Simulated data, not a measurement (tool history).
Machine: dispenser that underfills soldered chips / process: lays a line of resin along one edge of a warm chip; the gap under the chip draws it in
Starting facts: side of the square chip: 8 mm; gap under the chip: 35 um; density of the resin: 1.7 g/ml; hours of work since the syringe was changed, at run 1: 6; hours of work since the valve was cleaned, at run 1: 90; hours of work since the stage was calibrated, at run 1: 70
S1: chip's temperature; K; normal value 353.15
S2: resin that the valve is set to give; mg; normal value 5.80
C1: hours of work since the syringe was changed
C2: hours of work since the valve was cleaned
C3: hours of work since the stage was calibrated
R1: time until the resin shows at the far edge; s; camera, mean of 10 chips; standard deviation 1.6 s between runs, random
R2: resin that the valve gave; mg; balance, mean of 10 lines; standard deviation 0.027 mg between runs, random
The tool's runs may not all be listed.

Run 1, hour 0.0: usual settings; C1 6; C2 90; C3 70. Result: R1 203.3 s, R2 5.60 mg.
At hour 9.3: new syringe of resin.
Run 2, hour 14.0: usual settings but S1 359.15 K; C1 3; C2 99; C3 79. Result: R1 149.0 s, R2 5.58 mg.
Run 3, hour 20.4: usual settings but S1 359.15 K; C1 8; C2 104; C3 84. Result: R1 178.1 s, R2 5.52 mg.
At hour 26.9: new syringe of resin.
Run 4, hour 28.2: usual settings but S1 356.15 K; C1 1; C2 109; C3 89. Result: R1 148.7 s, R2 5.49 mg.
At hour 37.3: dispensing valve cleaned and set on the balance.
Run 5, hour 38.9: usual settings but S1 355.15 K; C1 7; C2 1; C3 96. Result: R1 205.5 s, R2 5.81 mg.
At hour 45.5: new syringe of resin.
Run 6, hour 45.6: usual settings but S2 5.08 mg; C1 0; C2 5; C3 100. Result: R1 157.5 s, R2 5.08 mg.
Run 7, hour 56.3: usual settings but S2 6.05 mg; C1 7; C2 13; C3 107. Result: R1 216.4 s, R2 6.02 mg.
At hour 62.9: new syringe of resin.
Run 8, hour 62.9: usual settings but S2 6.59 mg; C1 0; C2 17; C3 111. Result: R1 153.4 s, R2 6.55 mg.
Run 9, hour 72.9: usual settings but S1 346.15 K; C1 7; C2 24; C3 118. Result: R1 263.3 s, R2 5.76 mg.
At hour 80.4: new syringe of resin.
Run 10, hour 80.4: usual settings; C1 0; C2 29; C3 123. Result: R1 154.6 s, R2 5.74 mg.
Run 11, hour 92.2: usual settings but S2 7.01 mg; C1 8; C2 37; C3 131. Result: R1 217.4 s, R2 6.93 mg.
At hour 98.3: new syringe of resin.
Run 12, hour 100.5: usual settings but S2 7.01 mg; C1 1; C2 42; C3 137. Result: R1 166.5 s, R2 6.88 mg.
Run 13, hour 110.8: usual settings but S2 7.01 mg; C1 9; C2 49; C3 144. Result: R1 223.4 s, R2 6.90 mg.
At hour 116.1: new syringe of resin.
Run 14, hour 119.5: usual settings but S1 350.15 K, S2 7.01 mg; C1 2; C2 55; C3 149. Result: R1 188.5 s, R2 6.83 mg.
Run 15, hour 125.5: usual settings but S1 350.15 K, S2 7.01 mg; C1 6; C2 59; C3 153. Result: R1 228.2 s, R2 6.82 mg.
Run 16, hour 132.4: usual settings but S2 6.10 mg; C1 11; C2 64; C3 158. Result: R1 256.9 s, R2 5.95 mg.
At hour 133.9: new syringe of resin.
Run 17, hour 146.2: usual settings but S2 6.66 mg; C1 8; C2 73; C3 167. Result: R1 224.1 s, R2 6.46 mg.
At hour 151.5: new syringe of resin.
Run 18, hour 156.5: usual settings but S2 6.66 mg; C1 3; C2 80; C3 174. Result: R1 180.2 s, R2 6.44 mg.
Run 19, hour 164.8: usual settings but S1 365.15 K; C1 9; C2 85; C3 180. Result: R1 162.8 s, R2 5.60 mg.
At hour 168.8: new syringe of resin.
Run 20, hour 174.0: usual settings but S2 5.84 mg; C1 4; C2 91; C3 186. Result: R1 183.9 s, R2 5.63 mg.
Run 21, hour 185.5: usual settings but S1 366.15 K, S2 6.34 mg; C1 11; C2 99; C3 194. Result: R1 175.8 s, R2 6.08 mg.
At hour 186.8: new syringe of resin.
Run 22, hour 196.6: usual settings but S1 347.15 K, S2 5.81 mg; C1 7; C2 106; C3 201. Result: R1 260.2 s, R2 5.51 mg.
At hour 204.6: new syringe of resin.
Run 23, hour 205.3: usual settings but S1 362.15 K, S2 6.08 mg; C1 1; C2 112; C3 207. Result: R1 121.3 s, R2 5.82 mg.
At hour 208.7: dispensing valve cleaned and set on the balance.
Run 24, hour 220.0: usual settings but S2 6.23 mg; C1 10; C2 8; C3 216. Result: R1 245.2 s, R2 6.24 mg.
At hour 222.9: new syringe of resin.
Run 25, hour 227.3: usual settings but S1 346.15 K, S2 6.99 mg; C1 3; C2 12; C3 221. Result: R1 223.8 s, R2 6.96 mg.
Run 26, hour 235.2: usual settings but S1 340.15 K, S2 5.67 mg; C1 8; C2 18; C3 226. Result: R1 349.3 s, R2 5.66 mg.
At hour 240.1: new syringe of resin.
Run 27, hour 245.8: usual settings but S1 363.15 K, S2 5.53 mg; C1 4; C2 25; C3 233. Result: R1 138.1 s, R2 5.46 mg.
Run 28, hour 253.5: usual settings but S1 342.15 K, S2 5.67 mg; C1 9; C2 30; C3 238. Result: R1 344.3 s, R2 5.61 mg.
At hour 257.5: new syringe of resin.
Run 29, hour 260.0: usual settings but S1 342.15 K, S2 6.75 mg; C1 2; C2 34; C3 243. Result: R1 238.6 s, R2 6.68 mg.
Run 30, hour 271.4: usual settings but S1 349.15 K, S2 5.35 mg; C1 9; C2 42; C3 250. Result: R1 272.6 s, R2 5.29 mg.
At hour 275.7: new syringe of resin.
Run 31, hour 278.0: usual settings but S1 341.15 K, S2 5.16 mg; C1 2; C2 46; C3 255. Result: R1 262.2 s, R2 5.05 mg.
Run 32, hour 284.3: usual settings but S1 338.15 K, S2 6.09 mg; C1 6; C2 51; C3 259. Result: R1 343.9 s, R2 5.97 mg.
At hour 293.4: new syringe of resin.
Run 33, hour 294.3: usual settings but S1 340.15 K, S2 5.99 mg; C1 1; C2 57; C3 265. Result: R1 251.2 s, R2 5.83 mg.
Run 34, hour 302.2: usual settings but S1 356.15 K, S2 7.09 mg; C1 6; C2 63; C3 271. Result: R1 182.4 s, R2 6.94 mg.
At hour 311.7: new syringe of resin.
Run 35, hour 316.3: usual settings but S1 344.15 K, S2 6.96 mg; C1 3; C2 72; C3 280. Result: R1 238.7 s, R2 6.78 mg.
At hour 329.5: new syringe of resin.
Run 36, hour 329.7: usual settings but S2 5.00 mg; C1 0; C2 81; C3 289. Result: R1 169.7 s, R2 4.86 mg.

3 ways to go on from here, each from the tool as it stands after run 36. What would each give?
Run A, hour 337.3: usual settings but S1 354.15 K, S2 5.49 mg; C1 5; C2 86; C3 294. Result: R1 ?, R2 ?.
Run B, hour 337.3: usual settings but S2 6.98 mg; C1 5; C2 86; C3 294. Result: R1 ?, R2 ?.
Run C, hour 337.3: usual settings but S1 340.15 K, S2 5.24 mg; C1 5; C2 86; C3 294. Result: R1 ?, R2 ?.

run     R1    R2
  A  200.2  5.35
  B  200.9  6.78
  C  323.0  5.04
With the hidden condition removed and each run's random variation left untouched, the same runs would have given:
run     R1    R2
  A  148.9  5.53
  B  150.0  7.01
  C  239.2  5.21
